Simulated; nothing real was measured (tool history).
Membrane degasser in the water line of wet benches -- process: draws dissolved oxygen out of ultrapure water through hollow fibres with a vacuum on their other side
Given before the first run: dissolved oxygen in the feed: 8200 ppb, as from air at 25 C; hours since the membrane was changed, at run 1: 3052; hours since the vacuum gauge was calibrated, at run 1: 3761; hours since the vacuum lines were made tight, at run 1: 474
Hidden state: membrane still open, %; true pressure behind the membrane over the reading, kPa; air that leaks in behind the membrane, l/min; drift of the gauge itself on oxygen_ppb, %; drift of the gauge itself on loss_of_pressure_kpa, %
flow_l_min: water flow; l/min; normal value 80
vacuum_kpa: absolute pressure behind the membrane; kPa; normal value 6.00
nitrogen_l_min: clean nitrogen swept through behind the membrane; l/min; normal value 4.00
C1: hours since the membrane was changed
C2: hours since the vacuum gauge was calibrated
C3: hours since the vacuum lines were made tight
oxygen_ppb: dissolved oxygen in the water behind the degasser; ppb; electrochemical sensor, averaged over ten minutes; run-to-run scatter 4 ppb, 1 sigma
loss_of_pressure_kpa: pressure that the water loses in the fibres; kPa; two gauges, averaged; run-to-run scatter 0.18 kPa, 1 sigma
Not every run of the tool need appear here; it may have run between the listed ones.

{"run": 1, "hour": 0.0, "flow_l_min": 80, "vacuum_kpa": 6.0, "nitrogen_l_min": 4.0, "C1": 3052, "C2": 3761, "C3": 474, "oxygen_ppb": 443.5, "loss_of_pressure_kpa": 35.9}
{"run": 2, "hour": 155.5, "flow_l_min": 80, "vacuum_kpa": 6.0, "nitrogen_l_min": 4.0, "C1": 3208, "C2": 3916, "C3": 629, "oxygen_ppb": 433.7, "loss_of_pressure_kpa": 35.78}
{"run": 3, "hour": 253.5, "flow_l_min": 80, "vacuum_kpa": 6.0, "nitrogen_l_min": 4.0, "C1": 3306, "C2": 4014, "C3": 727, "oxygen_ppb": 438.2, "loss_of_pressure_kpa": 36.08}
{"run": 4, "hour": 437.3, "flow_l_min": 80, "vacuum_kpa": 6.0, "nitrogen_l_min": 4.0, "C1": 3489, "C2": 4198, "C3": 911, "oxygen_ppb": 442.8, "loss_of_pressure_kpa": 35.97}
{"run": 5, "hour": 570.1, "flow_l_min": 80, "vacuum_kpa": 6.0, "nitrogen_l_min": 4.0, "C1": 3622, "C2": 4331, "C3": 1044, "oxygen_ppb": 440.6, "loss_of_pressure_kpa": 36.04}
{"run": 6, "hour": 745.0, "flow_l_min": 80, "vacuum_kpa": 6.35, "nitrogen_l_min": 4.0, "C1": 3797, "C2": 4506, "C3": 1219, "oxygen_ppb": 459.6, "loss_of_pressure_kpa": 35.87}
{"run": 7, "hour": 885.4, "flow_l_min": 80, "vacuum_kpa": 4.92, "nitrogen_l_min": 4.0, "C1": 3937, "C2": 4646, "C3": 1359, "oxygen_ppb": 409.8, "loss_of_pressure_kpa": 35.64}
{"run": 8, "hour": 1064.8, "flow_l_min": 80, "vacuum_kpa": 4.92, "nitrogen_l_min": 4.0, "C1": 4117, "C2": 4826, "C3": 1538, "oxygen_ppb": 404.0, "loss_of_pressure_kpa": 36.49}
{"run": 9, "hour": 1150.9, "flow_l_min": 49, "vacuum_kpa": 4.92, "nitrogen_l_min": 4.0, "C1": 4203, "C2": 4912, "C3": 1625, "oxygen_ppb": 155.2, "loss_of_pressure_kpa": 22.16}
{"run": 10, "hour": 1347.4, "flow_l_min": 49, "vacuum_kpa": 4.92, "nitrogen_l_min": 4.0, "C1": 4399, "C2": 5108, "C3": 1821, "oxygen_ppb": 156.5, "loss_of_pressure_kpa": 22.23}
{"run": 11, "hour": 1544.5, "flow_l_min": 49, "vacuum_kpa": 4.92, "nitrogen_l_min": 4.0, "C1": 4597, "C2": 5305, "C3": 2018, "oxygen_ppb": 158.6, "loss_of_pressure_kpa": 22.18}
{"hour": 1579.0, "done": "vacuum gauge calibrated"}
{"run": 12, "hour": 1696.0, "flow_l_min": 92, "vacuum_kpa": 9.07, "nitrogen_l_min": 3.55, "C1": 4748, "C2": 117, "C3": 2169, "oxygen_ppb": 727.4, "loss_of_pressure_kpa": 41.73}
{"run": 13, "hour": 1823.5, "flow_l_min": 63, "vacuum_kpa": 7.5, "nitrogen_l_min": 1.91, "C1": 4875, "C2": 244, "C3": 2297, "oxygen_ppb": 462.7, "loss_of_pressure_kpa": 28.66}
{"run": 14, "hour": 2017.6, "flow_l_min": 63, "vacuum_kpa": 7.5, "nitrogen_l_min": 1.91, "C1": 5069, "C2": 439, "C3": 2491, "oxygen_ppb": 477.1, "loss_of_pressure_kpa": 28.64}
{"run": 15, "hour": 2103.1, "flow_l_min": 80, "vacuum_kpa": 3.82, "nitrogen_l_min": 4.0, "C1": 5155, "C2": 524, "C3": 2576, "oxygen_ppb": 356.4, "loss_of_pressure_kpa": 36.31}
{"run": 16, "hour": 2217.2, "flow_l_min": 80, "vacuum_kpa": 10.96, "nitrogen_l_min": 4.88, "C1": 5269, "C2": 638, "C3": 2690, "oxygen_ppb": 598.3, "loss_of_pressure_kpa": 36.46}
{"run": 17, "hour": 2395.8, "flow_l_min": 80, "vacuum_kpa": 14.21, "nitrogen_l_min": 2.38, "C1": 5447, "C2": 817, "C3": 2869, "oxygen_ppb": 1017.0, "loss_of_pressure_kpa": 36.6}
{"run": 18, "hour": 2476.9, "flow_l_min": 67, "vacuum_kpa": 14.21, "nitrogen_l_min": 2.01, "C1": 5528, "C2": 898, "C3": 2950, "oxygen_ppb": 907.0, "loss_of_pressure_kpa": 30.6}
{"run": 19, "hour": 2673.6, "flow_l_min": 53, "vacuum_kpa": 14.21, "nitrogen_l_min": 9.76, "C1": 5725, "C2": 1095, "C3": 3147, "oxygen_ppb": 269.9, "loss_of_pressure_kpa": 24.1}
{"run": 20, "hour": 2819.5, "flow_l_min": 122, "vacuum_kpa": 6.22, "nitrogen_l_min": 7.62, "C1": 5871, "C2": 1240, "C3": 3293, "oxygen_ppb": 808.7, "loss_of_pressure_kpa": 55.68}
{"run": 21, "hour": 2993.6, "flow_l_min": 122, "vacuum_kpa": 6.22, "nitrogen_l_min": 7.62, "C1": 6045, "C2": 1415, "C3": 3467, "oxygen_ppb": 828.9, "loss_of_pressure_kpa": 55.94}
{"run": 22, "hour": 3085.8, "flow_l_min": 65, "vacuum_kpa": 6.98, "nitrogen_l_min": 5.93, "C1": 6137, "C2": 1507, "C3": 3559, "oxygen_ppb": 311.9, "loss_of_pressure_kpa": 29.6}

Across each entry between runs, compare the hidden state at the last listed run before it with the hidden state at the first listed run after it:
From run 11 to run 12: vacuum gauge calibrated (hour 1579.0)
  membrane still open, %: 95.7 -> 95.6; true pressure behind the membrane over the reading, kPa: 0.43 -> 0.02; air that leaks in behind the membrane, l/min: 0.0062 -> 0.0065
  measured less the result without the state, oxygen_ppb: +29.6 -> +53.2 ppb; loss_of_pressure_kpa: +0.95 -> +1.85 kPa
